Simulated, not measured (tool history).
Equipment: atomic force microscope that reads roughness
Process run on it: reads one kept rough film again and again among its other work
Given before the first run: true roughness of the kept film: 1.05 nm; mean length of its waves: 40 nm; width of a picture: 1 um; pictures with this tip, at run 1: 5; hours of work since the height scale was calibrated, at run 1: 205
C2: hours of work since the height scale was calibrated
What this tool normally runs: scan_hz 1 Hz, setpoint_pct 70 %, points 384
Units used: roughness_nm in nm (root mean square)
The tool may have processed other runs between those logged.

{"run": 1, "hour": 0.0, "scan_hz": 1, "setpoint_pct": 70, "points": 384, "pictures with this tip": 5, "C2": 205, "roughness_nm": 0.974}
{"run": 2, "hour": 11.3, "scan_hz": 1, "setpoint_pct": 70, "points": 384, "pictures with this tip": 24, "C2": 213, "roughness_nm": 0.963}
{"run": 3, "hour": 17.6, "scan_hz": 1, "setpoint_pct": 70, "points": 384, "pictures with this tip": 35, "C2": 218, "roughness_nm": 0.961}
{"run": 4, "hour": 29.8, "scan_hz": 1, "setpoint_pct": 68, "points": 384, "pictures with this tip": 56, "C2": 227, "roughness_nm": 0.953}
{"run": 5, "hour": 39.8, "scan_hz": 1, "setpoint_pct": 68, "points": 384, "pictures with this tip": 73, "C2": 235, "roughness_nm": 0.949}
{"run": 6, "hour": 48.4, "scan_hz": 1, "setpoint_pct": 68, "points": 384, "pictures with this tip": 88, "C2": 242, "roughness_nm": 0.951}
{"run": 7, "hour": 56.3, "scan_hz": 1, "setpoint_pct": 70, "points": 384, "pictures with this tip": 101, "C2": 248, "roughness_nm": 0.938}
{"hour": 62.1, "done": "new tip fitted"}
{"run": 8, "hour": 64.1, "scan_hz": 1, "setpoint_pct": 70, "points": 384, "pictures with this tip": 3, "C2": 253, "roughness_nm": 0.974}
{"run": 9, "hour": 71.2, "scan_hz": 1, "setpoint_pct": 70, "points": 384, "pictures with this tip": 15, "C2": 259, "roughness_nm": 0.966}
{"run": 10, "hour": 79.5, "scan_hz": 1, "setpoint_pct": 70, "points": 384, "pictures with this tip": 29, "C2": 265, "roughness_nm": 0.964}
{"run": 11, "hour": 90.6, "scan_hz": 1, "setpoint_pct": 70, "points": 384, "pictures with this tip": 48, "C2": 274, "roughness_nm": 0.959}
{"run": 12, "hour": 99.1, "scan_hz": 1, "setpoint_pct": 70, "points": 384, "pictures with this tip": 63, "C2": 280, "roughness_nm": 0.945}
{"run": 13, "hour": 110.6, "scan_hz": 1, "setpoint_pct": 70, "points": 434, "pictures with this tip": 83, "C2": 289, "roughness_nm": 0.948}
{"run": 14, "hour": 116.7, "scan_hz": 1, "setpoint_pct": 68, "points": 384, "pictures with this tip": 93, "C2": 294, "roughness_nm": 0.946}
{"run": 15, "hour": 123.5, "scan_hz": 2.79, "setpoint_pct": 66, "points": 582, "pictures with this tip": 105, "C2": 299, "roughness_nm": 0.884}
{"hour": 127.2, "done": "new tip fitted"}
{"run": 16, "hour": 130.7, "scan_hz": 1, "setpoint_pct": 70, "points": 982, "pictures with this tip": 6, "C2": 304, "roughness_nm": 0.98}
{"run": 17, "hour": 138.5, "scan_hz": 3.74, "setpoint_pct": 70, "points": 452, "pictures with this tip": 20, "C2": 310, "roughness_nm": 0.842}
{"run": 18, "hour": 147.6, "scan_hz": 0.57, "setpoint_pct": 58, "points": 673, "pictures with this tip": 35, "C2": 317, "roughness_nm": 1.001}
{"run": 19, "hour": 154.8, "scan_hz": 0.51, "setpoint_pct": 58, "points": 673, "pictures with this tip": 48, "C2": 323, "roughness_nm": 0.997}
{"run": 20, "hour": 165.4, "scan_hz": 1.43, "setpoint_pct": 66, "points": 640, "pictures with this tip": 66, "C2": 331, "roughness_nm": 0.945}
{"run": 21, "hour": 172.9, "scan_hz": 1.43, "setpoint_pct": 66, "points": 640, "pictures with this tip": 79, "C2": 337, "roughness_nm": 0.939}
{"run": 22, "hour": 185.2, "scan_hz": 1.43, "setpoint_pct": 66, "points": 640, "pictures with this tip": 100, "C2": 346, "roughness_nm": 0.932}
{"hour": 191.6, "done": "new tip fitted"}
{"run": 23, "hour": 195.0, "scan_hz": 0.53, "setpoint_pct": 55, "points": 726, "pictures with this tip": 6, "C2": 353, "roughness_nm": 1.013}
{"run": 24, "hour": 205.5, "scan_hz": 1.98, "setpoint_pct": 70, "points": 368, "pictures with this tip": 24, "C2": 361, "roughness_nm": 0.914}
{"run": 25, "hour": 215.3, "scan_hz": 1.04, "setpoint_pct": 76, "points": 466, "pictures with this tip": 41, "C2": 369, "roughness_nm": 0.936}
{"run": 26, "hour": 222.2, "scan_hz": 1.04, "setpoint_pct": 76, "points": 466, "pictures with this tip": 53, "C2": 374, "roughness_nm": 0.934}

3 options for the next run, each taken on its own from the tool as it stands now. Forecast them:
{"run": "A", "hour": 229.3, "scan_hz": 1, "setpoint_pct": 61, "points": 384, "pictures with this tip": 65, "C2": 380, "roughness_nm": "?"}
{"run": "B", "hour": 229.3, "scan_hz": 0.55, "setpoint_pct": 87, "points": 310, "pictures with this tip": 65, "C2": 380, "roughness_nm": "?"}
{"run": "C", "hour": 229.3, "scan_hz": 1.36, "setpoint_pct": 84, "points": 264, "pictures with this tip": 65, "C2": 380, "roughness_nm": "?"}

run=A roughness_nm=0.973
run=B roughness_nm=0.934
run=C roughness_nm=0.859
Without the tool's hidden state the same runs would have given:
run=A roughness_nm=1.001
run=B roughness_nm=0.96
run=C roughness_nm=0.883

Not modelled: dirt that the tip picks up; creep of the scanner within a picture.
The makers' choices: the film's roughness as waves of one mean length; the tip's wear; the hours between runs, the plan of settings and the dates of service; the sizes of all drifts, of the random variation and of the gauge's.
